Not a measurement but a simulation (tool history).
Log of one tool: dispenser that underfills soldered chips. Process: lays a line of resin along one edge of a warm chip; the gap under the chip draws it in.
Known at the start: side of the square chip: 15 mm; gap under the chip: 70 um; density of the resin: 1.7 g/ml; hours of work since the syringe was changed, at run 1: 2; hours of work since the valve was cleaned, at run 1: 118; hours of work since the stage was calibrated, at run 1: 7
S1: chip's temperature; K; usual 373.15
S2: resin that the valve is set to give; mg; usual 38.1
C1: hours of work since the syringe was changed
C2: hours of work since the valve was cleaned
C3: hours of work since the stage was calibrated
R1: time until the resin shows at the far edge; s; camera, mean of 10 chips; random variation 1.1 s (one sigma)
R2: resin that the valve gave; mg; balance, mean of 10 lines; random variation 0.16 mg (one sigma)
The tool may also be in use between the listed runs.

run	day	S1	S2	C1	C2	C3	R1	R2
1	0.000	373.15	38.1	2	118	7	127.7	36.46
2	0.212	373.15	44.9	5	122	10	158.1	43.19
3	0.383	373.15	44.9	8	124	13	187.4	43.09
4	0.500	373.15	44.9	10	126	15	211.1	43.35
# day 0.525: new syringe of resin
5	0.625	373.15	34.1	2	128	17	126.8	32.87
6	0.796	373.15	34.1	4	130	19	152.1	32.75
7	1.000	373.15	40.4	7	134	22	184.7	38.65
8	1.108	373.15	40.4	9	135	24	205.5	38.64
# day 1.188: new syringe of resin
9	1.304	360.15	40.4	2	138	27	220.5	38.38
10	1.467	373.15	40.8	4	140	29	148.8	39.43
# day 1.629: dispensing valve cleaned and set on the balance
11	1.683	373.15	40.8	7	1	32	180.1	40.58
12	1.858	373.15	40.8	10	3	35	215.8	40.75
# day 1.904: new syringe of resin
13	1.988	373.15	40.8	1	5	36	119.3	40.89
14	2.100	373.15	40.8	3	7	38	135.7	40.66
15	2.200	373.15	38.1	5	9	40	148.4	38.04
16	2.342	373.15	38.1	7	11	42	181.0	37.97
17	2.433	373.15	38.1	8	12	43	196.8	37.94
# day 2.575: new syringe of resin
18	2.583	373.15	44.8	0	14	45	109.3	44.59
19	2.729	373.15	44.8	2	16	48	128.7	44.34
20	2.933	373.15	44.8	5	20	51	159.0	44.22
21	3.108	373.15	44.8	8	22	53	194.6	44.36
# day 3.246: new syringe of resin
22	3.321	364.15	44.8	1	25	56	168.8	44.35
23	3.462	387.15	45.2	3	27	59	76.5	44.58
24	3.604	385.15	35.7	5	30	61	98.8	35.35
25	3.742	382.15	42.6	8	32	63	126.5	42.16
# day 3.917: new syringe of resin
26	3.917	377.15	33.7	0	34	65	97.4	33.31
27	4.100	377.15	33.7	3	37	68	121.1	33.00
28	4.238	368.15	38.3	5	39	70	193.4	37.84
29	4.433	369.15	40.8	8	42	73	227.8	40.40
# day 4.592: new syringe of resin
30	4.642	369.15	35.5	1	45	76	140.0	35.13
31	4.767	369.15	35.5	3	47	78	164.3	34.98
32	4.929	369.15	35.5	5	50	81	192.4	35.08
33	5.133	387.15	42.5	8	53	84	110.2	41.98
# day 5.258: new syringe of resin
34	5.271	377.15	36.2	0	55	86	95.8	35.65
35	5.388	376.15	44.3	2	56	88	111.0	43.40

The same runs without the tool's hidden state, with the same run-to-run variation:
The hidden state here: resin's viscosity, % of fresh resin's; dose that the valve gives, % of what is set; true chip temperature over the reading, C; drift of the gauge itself on fill_s, %; drift of the gauge itself on given_mg, %.
run	R1	R2
1	109.4	37.90
2	108.6	44.94
3	107.1	44.87
4	106.3	45.17
5	111.7	34.26
6	111.6	34.17
7	109.3	40.37
8	108.7	40.39
9	189.5	40.15
10	107.7	41.28
11	108.6	40.69
12	108.2	40.90
13	107.8	41.06
14	108.4	40.84
15	106.6	38.23
16	111.9	38.18
17	110.0	38.17
18	106.4	44.90
19	106.9	44.68
20	106.6	44.59
21	108.0	44.77
22	157.6	44.81
23	61.7	45.06
24	68.1	35.76
25	75.2	42.67
26	95.8	33.75
27	97.7	33.46
28	134.7	38.39
29	128.6	41.02
30	130.1	35.71
31	133.0	35.58
32	131.0	35.71
33	60.0	42.78
34	92.8	36.35
35	95.0	44.27
